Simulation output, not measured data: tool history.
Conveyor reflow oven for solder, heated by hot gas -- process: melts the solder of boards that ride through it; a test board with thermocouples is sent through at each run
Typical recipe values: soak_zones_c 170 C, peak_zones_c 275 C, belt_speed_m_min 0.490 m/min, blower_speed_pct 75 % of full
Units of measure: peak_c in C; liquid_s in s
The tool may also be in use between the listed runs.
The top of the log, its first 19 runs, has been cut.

run,hour,soak_zones_c,peak_zones_c,belt_speed_m_min,blower_speed_pct,peak_c,liquid_s
# hour 1097.3: flux residue cleaned out of gas plates and filters
# hour 1141.8: belt drive overhauled, speed set with a stopwatch, once more
20,1166.8,183,268,0.490,71,253.2,79.2
21,1218.3,183,268,0.490,71,254.0,79.4
22,1298.1,183,268,0.490,71,252.7,79.2
23,1360.8,183,268,0.490,71,252.7,78.8
24,1411.6,183,268,0.490,71,253.5,78.6
25,1473.1,166,275,0.490,75,256.6,74.9
26,1535.9,166,275,0.587,75,250.4,55.8
27,1586.7,170,275,0.490,58,252.6,71.5
28,1644.9,170,275,0.502,52,248.3,65.5
29,1715.3,171,282,0.444,62,262.9,90.8
30,1764.3,161,282,0.444,80,266.7,89.3

Consider 3 possible next runs. They are alternatives, not a sequence: every one starts from the tool as it was left by run 30. What does each give?
A,1808.4,174,264,0.444,83,?,?
B,1808.4,170,275,0.490,66,?,?
C,1808.4,181,275,0.490,53,?,?

run,peak_c,liquid_s
A,251.7,83.8
B,252.8,73.7
C,252.0,76.1
With the hidden condition removed and each run's random variation left untouched, the same runs would have given:
run,peak_c,liquid_s
A,255.3,86.5
B,256.4,76.3
C,255.2,78.5
